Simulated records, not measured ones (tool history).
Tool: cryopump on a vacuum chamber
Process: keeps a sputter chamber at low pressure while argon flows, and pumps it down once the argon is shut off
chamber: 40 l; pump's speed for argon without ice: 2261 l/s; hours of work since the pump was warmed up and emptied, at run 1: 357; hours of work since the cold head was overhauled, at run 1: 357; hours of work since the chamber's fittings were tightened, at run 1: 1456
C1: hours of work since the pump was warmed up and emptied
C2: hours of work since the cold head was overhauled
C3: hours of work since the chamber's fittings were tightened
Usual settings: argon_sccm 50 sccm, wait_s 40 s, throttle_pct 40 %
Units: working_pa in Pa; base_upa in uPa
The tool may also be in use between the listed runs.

{"run": 1, "hour": 0.0, "argon_sccm": 50, "wait_s": 40, "throttle_pct": 40, "C1": 357, "C2": 357, "C3": 1456, "working_pa": 0.0961, "base_upa": 2.27}
{"run": 2, "hour": 22.3, "argon_sccm": 50, "wait_s": 40, "throttle_pct": 40, "C1": 372, "C2": 372, "C3": 1471, "working_pa": 0.0964, "base_upa": 2.24}
{"run": 3, "hour": 45.8, "argon_sccm": 50, "wait_s": 40, "throttle_pct": 40, "C1": 387, "C2": 387, "C3": 1487, "working_pa": 0.096, "base_upa": 2.2}
{"run": 4, "hour": 67.2, "argon_sccm": 50, "wait_s": 40, "throttle_pct": 40, "C1": 401, "C2": 401, "C3": 1501, "working_pa": 0.0973, "base_upa": 2.25}
{"run": 5, "hour": 90.2, "argon_sccm": 50, "wait_s": 40, "throttle_pct": 40, "C1": 417, "C2": 417, "C3": 1517, "working_pa": 0.0966, "base_upa": 2.22}
{"run": 6, "hour": 109.4, "argon_sccm": 50, "wait_s": 40, "throttle_pct": 40, "C1": 430, "C2": 430, "C3": 1529, "working_pa": 0.0958, "base_upa": 2.22}
{"run": 7, "hour": 126.1, "argon_sccm": 50, "wait_s": 37, "throttle_pct": 40, "C1": 441, "C2": 441, "C3": 1541, "working_pa": 0.0975, "base_upa": 2.43}
{"run": 8, "hour": 161.8, "argon_sccm": 50, "wait_s": 40, "throttle_pct": 30, "C1": 465, "C2": 465, "C3": 1564, "working_pa": 0.1264, "base_upa": 2.3}
{"run": 9, "hour": 177.8, "argon_sccm": 50, "wait_s": 40, "throttle_pct": 30, "C1": 475, "C2": 475, "C3": 1575, "working_pa": 0.1281, "base_upa": 2.33}
{"run": 10, "hour": 203.6, "argon_sccm": 80, "wait_s": 40, "throttle_pct": 40, "C1": 492, "C2": 492, "C3": 1592, "working_pa": 0.154, "base_upa": 2.3}
{"run": 11, "hour": 227.2, "argon_sccm": 80, "wait_s": 40, "throttle_pct": 40, "C1": 508, "C2": 508, "C3": 1608, "working_pa": 0.1548, "base_upa": 2.25}
{"run": 12, "hour": 244.3, "argon_sccm": 80, "wait_s": 40, "throttle_pct": 16, "C1": 520, "C2": 520, "C3": 1619, "working_pa": 0.3803, "base_upa": 2.34}
{"run": 13, "hour": 280.3, "argon_sccm": 50, "wait_s": 40, "throttle_pct": 38, "C1": 544, "C2": 544, "C3": 1643, "working_pa": 0.1026, "base_upa": 2.35}
{"run": 14, "hour": 315.6, "argon_sccm": 50, "wait_s": 28, "throttle_pct": 38, "C1": 567, "C2": 567, "C3": 1667, "working_pa": 0.1013, "base_upa": 2.99}
{"run": 15, "hour": 337.8, "argon_sccm": 50, "wait_s": 48, "throttle_pct": 48, "C1": 582, "C2": 582, "C3": 1682, "working_pa": 0.0821, "base_upa": 2}
{"run": 16, "hour": 370.1, "argon_sccm": 50, "wait_s": 81, "throttle_pct": 17, "C1": 603, "C2": 603, "C3": 1703, "working_pa": 0.2232, "base_upa": 1.54}
{"run": 17, "hour": 406.9, "argon_sccm": 50, "wait_s": 81, "throttle_pct": 17, "C1": 628, "C2": 628, "C3": 1728, "working_pa": 0.2247, "base_upa": 1.6}
{"run": 18, "hour": 440.1, "argon_sccm": 50, "wait_s": 65, "throttle_pct": 42, "C1": 650, "C2": 650, "C3": 1750, "working_pa": 0.0932, "base_upa": 1.7}
{"run": 19, "hour": 476.4, "argon_sccm": 78, "wait_s": 130, "throttle_pct": 40, "C1": 674, "C2": 674, "C3": 1774, "working_pa": 0.1522, "base_upa": 1.32}
{"run": 20, "hour": 504.1, "argon_sccm": 78, "wait_s": 130, "throttle_pct": 40, "C1": 693, "C2": 693, "C3": 1793, "working_pa": 0.1548, "base_upa": 1.33}
{"run": 21, "hour": 523.4, "argon_sccm": 78, "wait_s": 130, "throttle_pct": 40, "C1": 706, "C2": 706, "C3": 1806, "working_pa": 0.1521, "base_upa": 1.33}

The next listed run, before its measurement:
{"run": 22, "hour": 552.2, "argon_sccm": 69, "wait_s": 130, "throttle_pct": 40, "C1": 725, "C2": 725, "C3": 1825, "working_pa": "?", "base_upa": "?"}

{"run 22": {"working_pa": 0.1358, "base_upa": 1.4}}
Without the tool's hidden state the same run would have given working_pa 0.1287 Pa, base_upa 0.65 uPa.

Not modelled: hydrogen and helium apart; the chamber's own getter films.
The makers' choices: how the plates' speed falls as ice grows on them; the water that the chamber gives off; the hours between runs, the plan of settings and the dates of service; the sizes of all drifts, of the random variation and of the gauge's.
